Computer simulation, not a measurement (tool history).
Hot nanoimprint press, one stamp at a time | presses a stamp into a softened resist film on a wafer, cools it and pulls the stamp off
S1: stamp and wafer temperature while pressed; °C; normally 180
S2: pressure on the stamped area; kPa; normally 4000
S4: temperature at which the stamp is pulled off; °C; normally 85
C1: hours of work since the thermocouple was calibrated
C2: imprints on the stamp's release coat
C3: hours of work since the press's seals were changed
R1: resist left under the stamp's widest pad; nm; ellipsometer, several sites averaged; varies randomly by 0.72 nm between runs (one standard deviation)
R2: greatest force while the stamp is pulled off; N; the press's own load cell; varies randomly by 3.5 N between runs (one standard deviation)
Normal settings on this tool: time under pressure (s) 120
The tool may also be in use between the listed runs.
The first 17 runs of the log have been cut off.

run 18 hour=211.6 | S1=183 S2=4000 time_under_pressure_(s)=120 S4=85 | C1=21 C2=430 C3=260 | R1=192.7 R2=165
run 19 hour=222.3 | S1=183 S2=4000 time_under_pressure_(s)=120 S4=85 | C1=29 C2=490 C3=268 | R1=192.7 R2=170
run 20 hour=237.1 | S1=183 S2=4000 time_under_pressure_(s)=120 S4=85 | C1=40 C2=573 C3=279 | R1=193.6 R2=169
run 21 hour=246.2 | S1=183 S2=4000 time_under_pressure_(s)=120 S4=85 | C1=47 C2=624 C3=286 | R1=192.6 R2=172
run 22 hour=263.4 | S1=172 S2=3610 time_under_pressure_(s)=125 S4=82 | C1=60 C2=721 C3=299 | R1=289.4 R2=173
run 23 hour=271.9 | S1=180 S2=5060 time_under_pressure_(s)=120 S4=85 | C1=66 C2=769 C3=305 | R1=196.7 R2=168
-- hour=288.1 stamp cleaned and given a new release coat
run 24 hour=292.0 | S1=187 S2=5060 time_under_pressure_(s)=112 S4=85 | C1=77 C2=22 C3=315 | R1=152.3 R2=169
run 25 hour=302.6 | S1=180 S2=4000 time_under_pressure_(s)=105 S4=85 | C1=85 C2=81 C3=323 | R1=226.5 R2=168
run 26 hour=312.0 | S1=180 S2=2700 time_under_pressure_(s)=105 S4=74 | C1=92 C2=134 C3=330 | R1=261.3 R2=182
run 27 hour=320.5 | S1=180 S2=2700 time_under_pressure_(s)=115 S4=82 | C1=98 C2=182 C3=337 | R1=254.8 R2=172
run 28 hour=331.5 | S1=180 S2=2700 time_under_pressure_(s)=165 S4=78 | C1=106 C2=244 C3=345 | R1=229.0 R2=181
run 29 hour=340.1 | S1=174 S2=3990 time_under_pressure_(s)=120 S4=85 | C1=113 C2=292 C3=351 | R1=268.8 R2=160

Predict the results of run 30:
run 30 hour=350.7 | S1=174 S2=3990 time_under_pressure_(s)=120 S4=85 | C1=120 C2=352 C3=359 | R1=? R2=?

Run 30 measured R1 268.7 nm, R2 170 N.
With the hidden condition absent and the run-to-run variation left alone, this run would have shown R1 265.4 nm, R2 169 N.

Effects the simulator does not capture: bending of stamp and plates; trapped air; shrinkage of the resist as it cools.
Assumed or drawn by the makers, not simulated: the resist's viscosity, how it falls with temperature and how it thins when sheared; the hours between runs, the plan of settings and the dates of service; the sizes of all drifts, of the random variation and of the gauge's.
